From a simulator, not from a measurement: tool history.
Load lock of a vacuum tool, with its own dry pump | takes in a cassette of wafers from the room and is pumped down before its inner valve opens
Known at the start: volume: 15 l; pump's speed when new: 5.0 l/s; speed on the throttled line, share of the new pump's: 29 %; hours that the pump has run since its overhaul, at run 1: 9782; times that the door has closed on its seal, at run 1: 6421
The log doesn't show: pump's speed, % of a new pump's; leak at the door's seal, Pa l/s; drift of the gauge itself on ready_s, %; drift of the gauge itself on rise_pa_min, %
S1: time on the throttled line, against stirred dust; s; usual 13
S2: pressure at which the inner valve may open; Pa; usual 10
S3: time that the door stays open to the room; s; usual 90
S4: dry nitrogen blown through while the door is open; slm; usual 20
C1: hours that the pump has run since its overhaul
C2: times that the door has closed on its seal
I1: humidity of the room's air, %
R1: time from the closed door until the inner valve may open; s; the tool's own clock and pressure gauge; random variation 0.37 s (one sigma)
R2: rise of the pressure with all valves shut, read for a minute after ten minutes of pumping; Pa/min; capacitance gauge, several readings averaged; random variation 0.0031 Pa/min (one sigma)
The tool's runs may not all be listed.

{"run": 1, "hour": 0.0, "S1": 13, "S2": 10, "S3": 90, "S4": 20, "C1": 9782, "C2": 6421, "I1": 43.6, "R1": 42.6, "R2": 0.084}
{"run": 2, "hour": 108.7, "S1": 13, "S2": 10, "S3": 90, "S4": 20, "C1": 9891, "C2": 6714, "I1": 43.1, "R1": 43.1, "R2": 0.09}
{"run": 3, "hour": 173.2, "S1": 13, "S2": 10, "S3": 90, "S4": 20, "C1": 9955, "C2": 6887, "I1": 43.5, "R1": 42.3, "R2": 0.088}
{"run": 4, "hour": 271.0, "S1": 13, "S2": 10, "S3": 90, "S4": 20, "C1": 10053, "C2": 7151, "I1": 44.7, "R1": 43.3, "R2": 0.086}
{"run": 5, "hour": 331.8, "S1": 13, "S2": 10, "S3": 90, "S4": 20, "C1": 10114, "C2": 7315, "I1": 44.9, "R1": 43.6, "R2": 0.086}
{"run": 6, "hour": 379.9, "S1": 7, "S2": 10, "S3": 90, "S4": 20, "C1": 10162, "C2": 7444, "I1": 45.9, "R1": 38.5, "R2": 0.099}
{"run": 7, "hour": 425.5, "S1": 7, "S2": 10, "S3": 90, "S4": 20, "C1": 10208, "C2": 7567, "I1": 47, "R1": 39.3, "R2": 0.098}
{"hour": 506.8, "done": "dry pump taken out, an overhauled one fitted"}
{"run": 8, "hour": 537.6, "S1": 18, "S2": 10, "S3": 90, "S4": 20, "C1": 31, "C2": 7853, "I1": 44.3, "R1": 41.3, "R2": 0.09}
{"run": 9, "hour": 589.4, "S1": 13, "S2": 10, "S3": 90, "S4": 20, "C1": 83, "C2": 7992, "I1": 44.5, "R1": 37.2, "R2": 0.094}
{"run": 10, "hour": 664.5, "S1": 13, "S2": 10, "S3": 90, "S4": 20, "C1": 158, "C2": 8195, "I1": 46, "R1": 37.7, "R2": 0.095}
{"run": 11, "hour": 725.1, "S1": 13, "S2": 10, "S3": 90, "S4": 7, "C1": 218, "C2": 8358, "I1": 43.4, "R1": 37.4, "R2": 0.129}
{"run": 12, "hour": 821.1, "S1": 13, "S2": 10, "S3": 90, "S4": 20, "C1": 314, "C2": 8617, "I1": 46.8, "R1": 37.9, "R2": 0.101}
{"run": 13, "hour": 896.4, "S1": 13, "S2": 10, "S3": 90, "S4": 20, "C1": 390, "C2": 8819, "I1": 44.8, "R1": 37.2, "R2": 0.095}
{"run": 14, "hour": 943.5, "S1": 13, "S2": 10, "S3": 90, "S4": 20, "C1": 437, "C2": 8947, "I1": 47.8, "R1": 37.6, "R2": 0.102}
{"run": 15, "hour": 1022.1, "S1": 13, "S2": 10, "S3": 90, "S4": 20, "C1": 515, "C2": 9158, "I1": 45.4, "R1": 38.1, "R2": 0.101}
{"run": 16, "hour": 1093.4, "S1": 13, "S2": 10, "S3": 90, "S4": 20, "C1": 587, "C2": 9350, "I1": 47.9, "R1": 37.8, "R2": 0.1}
{"run": 17, "hour": 1150.5, "S1": 13, "S2": 10, "S3": 90, "S4": 18, "C1": 644, "C2": 9504, "I1": 47.4, "R1": 37.6, "R2": 0.108}
{"run": 18, "hour": 1241.9, "S1": 20, "S2": 10, "S3": 90, "S4": 18, "C1": 735, "C2": 9750, "I1": 45.3, "R1": 42.3, "R2": 0.097}

Run 19 comes next. What will it give?
{"run": 19, "hour": 1287.4, "S1": 20, "S2": 10, "S3": 31, "S4": 24, "C1": 781, "C2": 9873, "I1": 43.5, "R1": "?", "R2": "?"}

R1: 42.2 s
R2: 0.07 Pa/min
Without the tool's hidden state the same run would have given R1 41.5 s, R2 0.033 Pa/min.

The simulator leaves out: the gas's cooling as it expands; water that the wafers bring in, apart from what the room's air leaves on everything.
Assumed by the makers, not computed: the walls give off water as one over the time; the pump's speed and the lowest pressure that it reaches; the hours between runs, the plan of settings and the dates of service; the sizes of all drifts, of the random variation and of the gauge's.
